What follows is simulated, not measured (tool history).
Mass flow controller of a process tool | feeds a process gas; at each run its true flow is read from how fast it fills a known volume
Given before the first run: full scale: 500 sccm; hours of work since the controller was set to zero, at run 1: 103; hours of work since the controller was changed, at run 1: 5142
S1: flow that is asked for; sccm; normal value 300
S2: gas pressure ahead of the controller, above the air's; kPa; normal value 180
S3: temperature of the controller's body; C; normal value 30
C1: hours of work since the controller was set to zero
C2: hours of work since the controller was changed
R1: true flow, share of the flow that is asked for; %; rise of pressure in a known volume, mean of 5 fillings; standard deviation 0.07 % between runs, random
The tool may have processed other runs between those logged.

run,day,S1,S2,S3,C1,C2,R1
1,0,300,180,30,103,5142,94.73
2,6.375,300,180,30,223,5261,94.55
3,11.817,73,180,30,325,5363,94.03
4,19.712,300,180,30,473,5511,94.54
# day 21.975: controller exchanged for a calibrated one
5,26.604,300,175,30,87,87,98.49
6,32.1,300,175,30,190,190,98.57
7,41.317,300,179,30,363,363,98.39
8,47.575,300,179,30,480,480,98.42
9,58.454,300,210,30,684,684,98.09
10,64.842,300,210,30,804,804,98.1
11,74.338,300,210,30,982,982,98.06
12,80.383,300,210,30,1095,1095,97.92
13,90.646,300,180,30,1288,1288,97.91
14,96.471,86,180,30,1397,1397,98.01
15,106.154,300,180,30,1579,1579,97.66
16,112.292,300,180,30,1694,1694,97.73
17,118.796,300,180,30,1816,1816,97.66
18,126.912,300,180,30,1968,1968,97.59
19,135.8,300,180,30,2135,2135,97.39
20,147.425,300,180,30,2353,2353,97.47
21,157.912,300,180,30,2549,2549,97.3
22,165.988,300,180,30,2701,2701,97.15
23,172.096,300,180,30,2815,2815,97.22
24,183.908,300,180,30,3037,3037,96.93
25,195.95,335,265,32,3263,3263,96.25
26,205.638,93,160,22,3444,3444,98.93
27,216.65,157,189,30,3651,3651,97.01
# day 217.262: controller's zero set anew
28,228.342,144,213,34,208,3870,97.59
29,240.55,144,213,34,437,4099,97.62
30,250.625,78,180,21,626,4287,101.79
31,260.038,75,149,21,802,4464,102.42
32,267.792,75,149,26,948,4609,101.77
# day 269.417: controller's zero set anew, once more
33,279.25,127,248,30,184,4824,93.62
34,286.967,127,248,30,329,4969,93.73
35,298.342,102,266,24,542,5182,94.24
36,306.479,102,266,24,695,5335,94.33
37,314.804,65,180,36,851,5491,93.67
# day 318.129: controller exchanged for a calibrated one
38,320.754,64,205,30,49,49,97.86
39,332.083,99,180,39,262,262,97.22
40,337.121,498,180,38,356,356,98.66
41,344.508,333,181,25,495,495,99.12
42,350.096,154,179,30,600,600,98
43,356.883,154,179,30,727,727,97.98
44,366.371,92,260,32,905,905,97.65
45,376.675,300,222,34,1098,1098,97.72
46,385.429,132,232,30,1262,1262,97.75
47,394.104,300,152,22,1425,1425,98.97
48,405.05,300,152,22,1630,1630,98.81

Consider 4 possible next runs. They are alternatives, not a sequence: every one starts from the tool as it was left by run 48. What does each give?
A,412.804,300,180,26,1776,1776,?
B,412.804,219,184,38,1776,1776,?
C,412.804,55,156,27,1776,1776,?
D,412.804,52,165,27,1776,1776,?

run,R1
A,98.28
B,96.93
C,99.74
D,99.85
With the hidden condition removed and each run's random variation left untouched, the same runs would have given:
run,R1
A,99.17
B,97.62
C,98.15
D,98.09

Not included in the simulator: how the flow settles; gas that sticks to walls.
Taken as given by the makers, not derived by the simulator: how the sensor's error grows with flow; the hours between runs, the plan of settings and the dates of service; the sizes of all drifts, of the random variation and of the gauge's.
